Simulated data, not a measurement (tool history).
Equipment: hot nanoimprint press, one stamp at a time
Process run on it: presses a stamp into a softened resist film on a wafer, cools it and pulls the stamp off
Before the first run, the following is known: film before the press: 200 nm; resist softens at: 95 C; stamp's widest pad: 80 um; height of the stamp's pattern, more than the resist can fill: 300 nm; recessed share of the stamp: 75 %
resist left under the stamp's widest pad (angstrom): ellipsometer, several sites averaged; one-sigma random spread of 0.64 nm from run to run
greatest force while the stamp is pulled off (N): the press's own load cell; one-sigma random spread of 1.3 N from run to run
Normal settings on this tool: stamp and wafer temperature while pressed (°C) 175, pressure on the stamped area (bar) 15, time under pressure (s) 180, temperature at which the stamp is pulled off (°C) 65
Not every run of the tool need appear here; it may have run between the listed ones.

run   hour  stamp and wafer temperature while pressed (°C)  pressure on the stamped area (bar)  time under pressure (s)  temperature at which the stamp is pulled off (°C)  resist left under the stamp's widest pad (angstrom)  greatest force while the stamp is pulled off (N)
  1      0                                             175                                  15                      180                                                 65                                                 1168                                               184
  2    5.7                                             175                                  15                      180                                                 65                                                 1156                                               185
  3   10.9                                             175                                  15                      180                                                 65                                                 1162                                               185
        18  -- stamp cleaned and given a new release coat
  4   26.1                                             175                                  15                      180                                                 65                                                 1162                                               186
  5   37.6                                             175                                  15                      180                                                 65                                                 1164                                               184
  6   44.3                                             175                                  15                      258                                                 65                                                 1043                                               186
  7   49.8                                             175                                  15                      180                                                 65                                                 1168                                               183
  8   61.5                                             175                                  15                      180                                                 65                                                 1164                                               184
  9   68.7                                             175                                20.8                      180                                                 65                                                  999                                               184
 10   78.7                                             175                                  15                      180                                                 72                                                 1166                                               148
 11   85.5                                             175                                  15                      180                                                 72                                                 1163                                               148
 12   92.5                                             175                                  15                      180                                                 72                                                 1152                                               147
 13   99.7                                             175                                  15                      180                                                 65                                                 1170                                               186
 14    108                                             175                                  15                      180                                                 65                                                 1165                                               183
 15    117                                             175                                  15                      288                                                 65                                                  998                                               185
 16  127.5                                             175                                  15                      180                                                 58                                                 1163                                               220
 17  133.9                                             186                                  15                      181                                                 55                                                  750                                               236
 18  140.1                                             173                                 9.2                      113                                                 66                                                 1616                                               179
 19  150.5                                             173                                 9.3                      159                                                 66                                                 1520                                               181
 20    160                                             184                                  15                      180                                                 67                                                  818                                               173
 21  167.8                                             175                                  15                      180                                                 65                                                 1174                                               183
 22  179.3                                             167                                  15                      180                                                 65                                                 1529                                               186
 23  186.2                                             175                                13.9                      180                                                 65                                                 1202                                               186
 24  192.5                                             167                                19.5                      124                                                 58                                                 1529                                               222
 25  201.9                                             181                                  15                      180                                                 65                                                  910                                               184
 26  209.7                                             175                                23.1                      180                                                 65                                                  964                                               186
 27  220.7                                             178                                14.8                      112                                                 72                                                 1199                                               149
 28  230.7                                             178                                14.8                      112                                                 72                                                 1214                                               148
 29  241.2                                             178                                14.8                      112                                                 72                                                 1207                                               150

5 options for the next run, each taken on its own from the tool as it stands now. Forecast them:
  A  248.5                                             178                                16.6                      112                                                 62                                                    ?                                                 ?
  B  248.5                                             175                                19.8                      160                                                 64                                                    ?                                                 ?
  C  248.5                                             184                                  15                      180                                                 65                                                    ?                                                 ?
  D  248.5                                             181                                  15                      139                                                 65                                                    ?                                                 ?
  E  248.5                                             164                                14.8                      187                                                 72                                                    ?                                                 ?

run  resist left under the stamp's widest pad (angstrom)  greatest force while the stamp is pulled off (N)
  A                                                 1154                                               200
  B                                                 1062                                               191
  C                                                  804                                               183
  D                                                  999                                               185
  E                                                 1634                                               149
Without the tool's hidden state the same runs would have given:
run  resist left under the stamp's widest pad (angstrom)  greatest force while the stamp is pulled off (N)
  A                                                 1153                                               200
  B                                                 1061                                               191
  C                                                  803                                               183
  D                                                  998                                               185
  E                                                 1634                                               149
